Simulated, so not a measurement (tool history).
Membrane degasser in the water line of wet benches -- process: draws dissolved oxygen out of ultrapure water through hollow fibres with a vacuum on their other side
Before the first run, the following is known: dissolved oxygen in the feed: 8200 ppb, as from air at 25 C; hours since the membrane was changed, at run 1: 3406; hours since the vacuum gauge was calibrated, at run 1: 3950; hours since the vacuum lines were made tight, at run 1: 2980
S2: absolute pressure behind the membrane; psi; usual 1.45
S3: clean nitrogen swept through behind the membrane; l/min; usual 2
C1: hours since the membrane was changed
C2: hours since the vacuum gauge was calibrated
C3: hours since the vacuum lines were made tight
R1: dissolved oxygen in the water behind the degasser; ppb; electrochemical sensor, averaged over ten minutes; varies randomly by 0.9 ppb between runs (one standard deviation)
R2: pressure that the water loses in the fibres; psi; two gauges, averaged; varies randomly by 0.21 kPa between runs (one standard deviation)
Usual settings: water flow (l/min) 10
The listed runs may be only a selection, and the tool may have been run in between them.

run 1 hour=0 | water_flow_(l/min)=10 S2=1.45 S3=2 | C1=3406 C2=3950 C3=2980 | R1=87.8 R2=7.266
run 2 hour=97.8 | water_flow_(l/min)=10 S2=1.45 S3=2 | C1=3504 C2=4047 C3=3078 | R1=89.4 R2=7.19
run 3 hour=198 | water_flow_(l/min)=10 S2=3.21 S3=2 | C1=3604 C2=4147 C3=3178 | R1=235.8 R2=7.24
run 4 hour=257.7 | water_flow_(l/min)=10 S2=3.21 S3=2 | C1=3664 C2=4207 C3=3238 | R1=232 R2=7.272
run 5 hour=324.6 | water_flow_(l/min)=10 S2=3.21 S3=2 | C1=3731 C2=4274 C3=3305 | R1=232.9 R2=7.263
run 6 hour=408.5 | water_flow_(l/min)=10 S2=1.44 S3=2 | C1=3815 C2=4358 C3=3389 | R1=87.8 R2=7.263
run 7 hour=493.8 | water_flow_(l/min)=10 S2=0.9 S3=1.98 | C1=3900 C2=4443 C3=3474 | R1=43.4 R2=7.287
run 8 hour=552.3 | water_flow_(l/min)=10 S2=0.9 S3=1.98 | C1=3959 C2=4502 C3=3532 | R1=43.9 R2=7.252
run 9 hour=666.2 | water_flow_(l/min)=13 S2=1.99 S3=1.59 | C1=4073 C2=4616 C3=3646 | R1=218.6 R2=9.435
run 10 hour=769 | water_flow_(l/min)=13 S2=1.99 S3=1.59 | C1=4175 C2=4719 C3=3749 | R1=221 R2=9.438
run 11 hour=845.2 | water_flow_(l/min)=6 S2=1.32 S3=1.59 | C1=4252 C2=4795 C3=3825 | R1=58.5 R2=4.396
run 12 hour=923.3 | water_flow_(l/min)=13 S2=1.19 S3=1.91 | C1=4330 C2=4873 C3=3903 | R1=100.2 R2=9.471

Run by run, hidden condition taken away, random variation retained:
Hidden state present: membrane still open, %; true pressure behind the membrane over the reading, kPa; air that leaks in behind the membrane, l/min; drift of the gauge itself on oxygen_ppb, %; drift of the gauge itself on loss_of_pressure_kpa, %.
run=1 R1=83.9 R2=7.171
run=2 R1=85.3 R2=7.089
run=3 R1=229.6 R2=7.137
run=4 R1=225.9 R2=7.168
run=5 R1=226.6 R2=7.158
run=6 R1=83.4 R2=7.153
run=7 R1=39.5 R2=7.175
run=8 R1=40 R2=7.137
run=9 R1=210.5 R2=9.282
run=10 R1=212.6 R2=9.281
run=11 R1=54.5 R2=4.322
run=12 R1=93.5 R2=9.309

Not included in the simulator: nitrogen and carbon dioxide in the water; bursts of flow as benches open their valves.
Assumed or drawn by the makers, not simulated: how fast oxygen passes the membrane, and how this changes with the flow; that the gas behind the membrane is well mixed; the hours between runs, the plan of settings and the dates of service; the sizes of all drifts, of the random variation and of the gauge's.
